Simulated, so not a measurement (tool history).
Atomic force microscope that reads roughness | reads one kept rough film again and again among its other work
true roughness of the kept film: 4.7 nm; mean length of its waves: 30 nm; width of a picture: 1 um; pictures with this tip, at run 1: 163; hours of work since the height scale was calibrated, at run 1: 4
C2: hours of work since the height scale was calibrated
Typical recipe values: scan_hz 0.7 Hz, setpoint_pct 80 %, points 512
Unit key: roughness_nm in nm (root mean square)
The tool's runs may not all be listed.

run 1 hour=0 | scan_hz=0.7 setpoint_pct=80 points=512 | pictures_with_this_tip=163 C2=4 | roughness_nm=3.097
-- hour=6.4 new tip fitted
run 2 hour=6.6 | scan_hz=0.7 setpoint_pct=80 points=512 | pictures_with_this_tip=1 C2=8 | roughness_nm=4.051
run 3 hour=13.2 | scan_hz=0.7 setpoint_pct=80 points=512 | pictures_with_this_tip=15 C2=12 | roughness_nm=3.956
run 4 hour=21.7 | scan_hz=0.7 setpoint_pct=80 points=512 | pictures_with_this_tip=34 C2=18 | roughness_nm=3.865
run 5 hour=28.1 | scan_hz=0.7 setpoint_pct=80 points=512 | pictures_with_this_tip=48 C2=22 | roughness_nm=3.729
run 6 hour=35 | scan_hz=0.7 setpoint_pct=80 points=512 | pictures_with_this_tip=64 C2=27 | roughness_nm=3.604
run 7 hour=44.6 | scan_hz=0.7 setpoint_pct=80 points=512 | pictures_with_this_tip=85 C2=33 | roughness_nm=3.494
run 8 hour=50.7 | scan_hz=0.7 setpoint_pct=80 points=549 | pictures_with_this_tip=99 C2=37 | roughness_nm=3.417
run 9 hour=54.9 | scan_hz=0.7 setpoint_pct=80 points=549 | pictures_with_this_tip=108 C2=40 | roughness_nm=3.376
run 10 hour=63.4 | scan_hz=3.665 setpoint_pct=80 points=512 | pictures_with_this_tip=127 C2=46 | roughness_nm=2.811
run 11 hour=69.8 | scan_hz=0.7 setpoint_pct=80 points=638 | pictures_with_this_tip=141 C2=50 | roughness_nm=3.227
-- hour=71.5 height scale calibrated on a step standard
run 12 hour=80.6 | scan_hz=0.7 setpoint_pct=80 points=638 | pictures_with_this_tip=163 C2=6 | roughness_nm=3.087
-- hour=86.9 new tip fitted
run 13 hour=90.1 | scan_hz=0.7 setpoint_pct=80 points=638 | pictures_with_this_tip=7 C2=12 | roughness_nm=4.032
run 14 hour=95.3 | scan_hz=0.7 setpoint_pct=80 points=296 | pictures_with_this_tip=18 C2=15 | roughness_nm=3.89
run 15 hour=105.3 | scan_hz=0.7 setpoint_pct=80 points=296 | pictures_with_this_tip=40 C2=22 | roughness_nm=3.721
run 16 hour=110.4 | scan_hz=0.7 setpoint_pct=80 points=296 | pictures_with_this_tip=52 C2=26 | roughness_nm=3.644
run 17 hour=120.5 | scan_hz=2.715 setpoint_pct=80 points=259 | pictures_with_this_tip=74 C2=32 | roughness_nm=3.135
run 18 hour=125.8 | scan_hz=2.715 setpoint_pct=80 points=259 | pictures_with_this_tip=86 C2=36 | roughness_nm=3.035
-- hour=133.9 height scale calibrated on a step standard, once more
run 19 hour=135.2 | scan_hz=0.531 setpoint_pct=67 points=398 | pictures_with_this_tip=104 C2=1 | roughness_nm=3.457
run 20 hour=144.5 | scan_hz=2.894 setpoint_pct=86 points=317 | pictures_with_this_tip=125 C2=7 | roughness_nm=2.734
run 21 hour=154 | scan_hz=2.894 setpoint_pct=86 points=317 | pictures_with_this_tip=146 C2=13 | roughness_nm=2.64
run 22 hour=162.2 | scan_hz=1.752 setpoint_pct=86 points=317 | pictures_with_this_tip=164 C2=19 | roughness_nm=2.778
-- hour=167.6 new tip fitted
run 23 hour=172 | scan_hz=2.121 setpoint_pct=86 points=282 | pictures_with_this_tip=10 C2=25 | roughness_nm=3.51
run 24 hour=177.2 | scan_hz=0.96 setpoint_pct=85 points=723 | pictures_with_this_tip=21 C2=29 | roughness_nm=3.769
run 25 hour=186.6 | scan_hz=1.029 setpoint_pct=72 points=723 | pictures_with_this_tip=42 C2=35 | roughness_nm=3.762
run 26 hour=192.9 | scan_hz=1.029 setpoint_pct=72 points=723 | pictures_with_this_tip=56 C2=39 | roughness_nm=3.674
run 27 hour=201.9 | scan_hz=3.535 setpoint_pct=57 points=433 | pictures_with_this_tip=76 C2=45 | roughness_nm=3.498
run 28 hour=208.8 | scan_hz=0.946 setpoint_pct=85 points=305 | pictures_with_this_tip=91 C2=50 | roughness_nm=3.316
run 29 hour=217.6 | scan_hz=0.87 setpoint_pct=68 points=891 | pictures_with_this_tip=111 C2=55 | roughness_nm=3.375

Some steps in roughness_nm between neighbouring runs. How much of each would the tool show without its hidden state too (settings, what came in, random variation), and how much is left for the hidden state, with any gauge scatter that isn't in both results?
Unlogged tool condition in this case: radius of the tip, nm; height scale over the true one, %; drift of the gauge itself on roughness_nm, %.
Run 1 -> 2: new tip fitted. roughness_nm +0.954 nm (root mean square): hidden state +0.96, all else -0.006.
Run 12 -> 13: new tip fitted. roughness_nm +0.945 nm (root mean square): hidden state +0.89, all else +0.055.
